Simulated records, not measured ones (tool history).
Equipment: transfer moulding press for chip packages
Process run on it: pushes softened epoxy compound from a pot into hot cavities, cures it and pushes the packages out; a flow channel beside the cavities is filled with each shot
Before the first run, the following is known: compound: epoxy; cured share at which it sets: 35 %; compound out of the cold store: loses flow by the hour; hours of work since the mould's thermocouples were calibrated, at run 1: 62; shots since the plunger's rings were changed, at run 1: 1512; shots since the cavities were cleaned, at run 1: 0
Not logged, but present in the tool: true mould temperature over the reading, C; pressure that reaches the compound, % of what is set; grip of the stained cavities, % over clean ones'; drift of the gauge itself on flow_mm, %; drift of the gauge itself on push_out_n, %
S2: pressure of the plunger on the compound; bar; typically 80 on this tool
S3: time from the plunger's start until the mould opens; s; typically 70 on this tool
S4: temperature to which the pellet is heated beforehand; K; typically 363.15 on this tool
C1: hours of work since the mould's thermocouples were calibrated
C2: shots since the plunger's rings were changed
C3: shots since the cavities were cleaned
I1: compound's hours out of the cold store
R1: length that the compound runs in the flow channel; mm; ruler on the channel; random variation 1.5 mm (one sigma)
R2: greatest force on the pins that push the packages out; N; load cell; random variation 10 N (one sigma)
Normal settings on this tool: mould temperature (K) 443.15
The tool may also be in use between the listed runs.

run 1 day=0 | mould_temperature_(K)=443.15 S2=80 S3=70 S4=363.15 | C1=62 C2=1512 C3=0 | I1=44.4 | R1=506 R2=471
run 2 day=0.321 | mould_temperature_(K)=443.15 S2=80 S3=70 S4=363.15 | C1=66 C2=1620 C3=108 | I1=32.4 | R1=523 R2=465
run 3 day=0.625 | mould_temperature_(K)=443.15 S2=80 S3=70 S4=353.15 | C1=70 C2=1723 C3=211 | I1=28.5 | R1=530 R2=480
run 4 day=0.883 | mould_temperature_(K)=443.15 S2=80 S3=70 S4=353.15 | C1=74 C2=1809 C3=297 | I1=45 | R1=503 R2=453
run 5 day=1.108 | mould_temperature_(K)=443.15 S2=80 S3=70 S4=353.15 | C1=77 C2=1884 C3=372 | I1=26.8 | R1=535 R2=493
run 6 day=1.333 | mould_temperature_(K)=443.15 S2=80 S3=70 S4=353.15 | C1=80 C2=1961 C3=449 | I1=26.4 | R1=532 R2=467
run 7 day=1.579 | mould_temperature_(K)=443.15 S2=80 S3=70 S4=353.15 | C1=83 C2=2044 C3=532 | I1=23.4 | R1=538 R2=476
run 8 day=1.767 | mould_temperature_(K)=437.15 S2=80 S3=76 S4=353.15 | C1=85 C2=2106 C3=594 | I1=40 | R1=524 R2=550
run 9 day=2.167 | mould_temperature_(K)=437.15 S2=80 S3=76 S4=353.15 | C1=91 C2=2241 C3=729 | I1=32 | R1=539 R2=577
run 10 day=2.471 | mould_temperature_(K)=437.15 S2=80 S3=76 S4=353.15 | C1=95 C2=2343 C3=831 | I1=26.8 | R1=546 R2=578
run 11 day=2.879 | mould_temperature_(K)=437.15 S2=80 S3=76 S4=353.15 | C1=100 C2=2480 C3=968 | I1=18.9 | R1=559 R2=580
-- day=3.321 cavities cleaned with cleaning compound and waxed
run 12 day=3.379 | mould_temperature_(K)=442.15 S2=87.6 S3=97 S4=364.15 | C1=106 C2=2627 C3=19 | I1=37.9 | R1=539 R2=385
run 13 day=3.704 | mould_temperature_(K)=443.15 S2=71.6 S3=70 S4=363.15 | C1=110 C2=2737 C3=129 | I1=33.2 | R1=494 R2=454

Branching from run 13: 4 alternative next runs. What would each branch give?
-- day=4.192 plunger's sealing rings changed
run A day=4.238 | mould_temperature_(K)=444.15 S2=90.6 S3=70 S4=368.15 | C1=116 C2=16 C3=274 | I1=30.3 | R1=? R2=?
-- day=4.192 plunger's sealing rings changed
run B day=4.238 | mould_temperature_(K)=443.15 S2=80 S3=68 S4=370.15 | C1=116 C2=16 C3=274 | I1=20.1 | R1=? R2=?
-- day=4.192 plunger's sealing rings changed
run C day=4.238 | mould_temperature_(K)=443.15 S2=62.2 S3=68 S4=354.15 | C1=116 C2=16 C3=274 | I1=41.1 | R1=? R2=?
-- day=4.192 plunger's sealing rings changed
run D day=4.238 | mould_temperature_(K)=443.15 S2=67.6 S3=82 S4=363.15 | C1=116 C2=16 C3=274 | I1=45.3 | R1=? R2=?

run=A R1=555 R2=432
run=B R1=542 R2=481
run=C R1=448 R2=493
run=D R1=462 R2=414
Take away the tool's hidden state, keep each run's random variation, and the runs would have read:
run=A R1=555 R2=430
run=B R1=542 R2=479
run=C R1=448 R2=490
run=D R1=462 R2=412
